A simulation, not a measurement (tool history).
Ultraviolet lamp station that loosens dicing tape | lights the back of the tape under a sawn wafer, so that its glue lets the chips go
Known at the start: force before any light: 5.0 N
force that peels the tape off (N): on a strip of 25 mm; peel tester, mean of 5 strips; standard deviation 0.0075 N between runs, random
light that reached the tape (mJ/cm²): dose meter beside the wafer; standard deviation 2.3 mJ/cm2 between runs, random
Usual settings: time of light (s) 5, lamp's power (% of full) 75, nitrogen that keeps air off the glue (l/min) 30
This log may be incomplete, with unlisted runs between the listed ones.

run	hour	time of light (s)	lamp's power (% of full)	nitrogen that keeps air off the glue (l/min)	force that peels the tape off (N)	light that reached the tape (mJ/cm²)
1	0	5	75	30	0.318	213
2	15.4	5	75	30	0.332	213
3	32.1	5	75	57	0.229	210
4	47.6	5	75	30	0.346	213
5	56.1	5	75	30	0.315	211
6	64.5	5	75	30	0.343	212
7	81.2	5	75	30	0.325	212
8	88.2	5	75	30	0.34	213
9	103.5	5	75	30	0.351	212
10	113.6	5	75	53	0.245	213
11	128.8	4	75	53	0.385	170
12	141.8	4	75	53	0.39	167
13	152.6	8	75	20	0.193	338
14	168	5	62	9	1.014	174
15	179.7	5	62	9	1.009	173
16	192.5	5	65	30	0.47	178
17	201	5	90	12	0.452	253
18	210.2	5	90	12	0.463	252
19	224.2	4	66	12	1.105	145

3 options for the next run, each taken on its own from the tool as it stands now. Forecast them:
A	237.6	5	61	12	?	?
B	237.6	9	66	13	?	?
C	237.6	6	63	46	?	?

run	force that peels the tape off (N)	light that reached the tape (mJ/cm²)
A	0.914	166
B	0.264	330
C	0.271	210
Had the tool no hidden state, the same runs would have come out as:
run	force that peels the tape off (N)	light that reached the tape (mJ/cm²)
A	0.758	186
B	0.216	370
C	0.219	235
